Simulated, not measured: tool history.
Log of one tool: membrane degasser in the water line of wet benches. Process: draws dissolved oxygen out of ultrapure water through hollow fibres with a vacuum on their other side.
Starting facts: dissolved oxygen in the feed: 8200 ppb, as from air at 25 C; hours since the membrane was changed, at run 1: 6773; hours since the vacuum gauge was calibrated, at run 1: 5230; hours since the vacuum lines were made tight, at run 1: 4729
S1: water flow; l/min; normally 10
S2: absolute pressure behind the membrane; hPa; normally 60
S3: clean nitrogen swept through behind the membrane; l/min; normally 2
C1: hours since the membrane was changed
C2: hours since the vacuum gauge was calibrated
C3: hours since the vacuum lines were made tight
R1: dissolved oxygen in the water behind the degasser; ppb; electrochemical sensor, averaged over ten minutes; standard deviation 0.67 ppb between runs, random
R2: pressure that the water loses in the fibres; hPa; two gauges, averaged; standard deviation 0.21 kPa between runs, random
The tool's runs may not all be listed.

run      day  S1     S2    S3     C1    C2    C3     R1     R2
  1        0  10     60     2   6773  5230  4729   75.3  526.3
  2     12.2  10     60     2   7066  5523  5022     76  528.5
      18.367  -- vacuum gauge calibrated
  3   20.333  10     60  1.55   7261    47  5216   81.7  530.5
  4   29.279  10     60  1.55   7476   262  5431   83.7  535.3
  5   36.183  10     60  1.55   7641   428  5597   84.4  530.3
  6   45.408  10     60  1.55   7863   649  5818   84.8  533.3
  7   51.304  10     60  1.55   8004   790  5960   84.1  533.3
  8   61.646  10     60  1.55   8252  1039  6208   84.8  531.4
  9   66.975  10     60     2   8380  1167  6336   76.1  536.8
 10   74.346  10     60     2   8557  1343  6513   75.7  536.6
 11   87.054  10     60     2   8862  1649  6818   77.9  538.8
 12   96.679  10   97.1     2   9093  1879  7049  123.6  538.7
 13  107.029  16     60     2   9342  2128  7297  226.7  863.9
 14  117.354  10  113.5     2   9589  2376  7545  148.7  542.5
 15  122.938  10  113.5     2   9723  2510  7679  146.9  537.8
 16  132.696  10     60  4.62   9958  2744  7913   59.2    543
 17  145.146  10     60  4.62  10256  3043  8212   58.9  544.9
 18    154.2  10     60  4.62  10474  3260  8429   59.2  544.8
 19  163.729  13     60  1.26  10702  3489  8658  172.1  713.7
 20  173.717  14   93.9  2.13  10942  3728  8898  226.8  766.2
     174.942  -- seals of the vacuum lines changed
 21  186.112  14   93.9  2.13  11238  4024   268  224.6  768.2
 22  193.762   8  117.3  2.28  11421  4207   452   94.8    438
 23  202.629   7   92.4  4.55  11634  4420   665   34.8  386.3
 24  211.812  12  113.4   2.1  11854  4641   885  193.3  660.1
 25  217.492  12  113.4   2.1  11991  4777  1021  197.7  659.4
 26  226.171  12  113.4   2.1  12199  4985  1229    194  662.8
 27  238.442  12  113.4   2.1  12494  5280  1524  199.6  664.4
 28  244.988   8   51.8   2.1  12651  5437  1681     42  442.8
     255.254  -- vacuum gauge calibrated
 29  257.808   8   51.8   2.1  12958    61  1988   38.9  446.4
 30  268.762   8   51.8   2.1  13221   324  2251   39.5  446.8
 31  281.375   8   51.8   2.1  13523   627  2554   39.8  452.1

Below are 4 alternative next runs, each starting from the tool's condition after run 31. Predict each:
  A  291.704   8  51.8   3.2  13771  875  2802   ?   ?
  B  291.704  10   135  2.99  13771  875  2802   ?   ?
  C  291.704  10    44     2  13771  875  2802   ?   ?
  D  291.704   7  51.8   2.1  13771  875  2802   ?   ?

run     R1     R2
  A   33.7  450.4
  B  133.2  558.5
  C   64.7    562
  D   29.4  392.7
Without the tool's unlogged condition, the same runs would have read:
run     R1     R2
  A   21.8  399.3
  B  108.3    495
  C   40.6  498.2
  D   21.8    348
